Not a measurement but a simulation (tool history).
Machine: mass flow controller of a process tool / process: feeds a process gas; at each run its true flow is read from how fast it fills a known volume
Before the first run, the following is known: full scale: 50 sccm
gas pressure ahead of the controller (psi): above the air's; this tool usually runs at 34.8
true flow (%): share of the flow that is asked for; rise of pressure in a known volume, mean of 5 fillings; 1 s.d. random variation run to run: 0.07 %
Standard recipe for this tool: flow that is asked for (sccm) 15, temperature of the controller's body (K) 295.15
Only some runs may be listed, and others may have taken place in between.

run	day	flow that is asked for (sccm)	gas pressure ahead of the controller (psi)	temperature of the controller's body (K)	true flow (%)
1	0	15	34.8	295.15	97.26
2	7.096	15	34.8	295.15	97.12
3	17.783	15	34.8	295.15	97.11
4	27.762	15	34.8	295.15	97.03
5	38.9	15	34.8	306.15	98.09
6	46.158	6	34.8	295.15	95.62
7	58.733	6	34.8	295.15	95.36
8	67.238	6	34.8	295.15	95.29
9	76.133	15	25.7	295.15	96.36
10	87.279	15	40.5	295.15	96.56
11	94.433	15	40.5	295.15	96.48
12	107.921	15	40.5	295.15	96.4
13	118.604	15	21.8	296.15	95.98
14	130.171	15	33.8	299.15	96.39
15	143.088	15	33.8	299.15	96.28
16	151.729	20	33.8	297.15	96.5
17	163.329	20	35.4	297.15	96.48
18	169.212	20	35.4	297.15	96.29
19	176.8	11	35.4	297.15	95.33

Below are 3 alternative next runs, each starting from the tool's condition after run 19. Predict each:
A	186.729	15	34.8	311.15	?
B	186.729	18	34.8	295.15	?
C	186.729	15	35.4	304.15	?

run	true flow (%)
A	97.22
B	95.78
C	96.55
Without the tool's unlogged condition, the same runs would have read:
run	true flow (%)
A	101.07
B	99.36
C	100.4
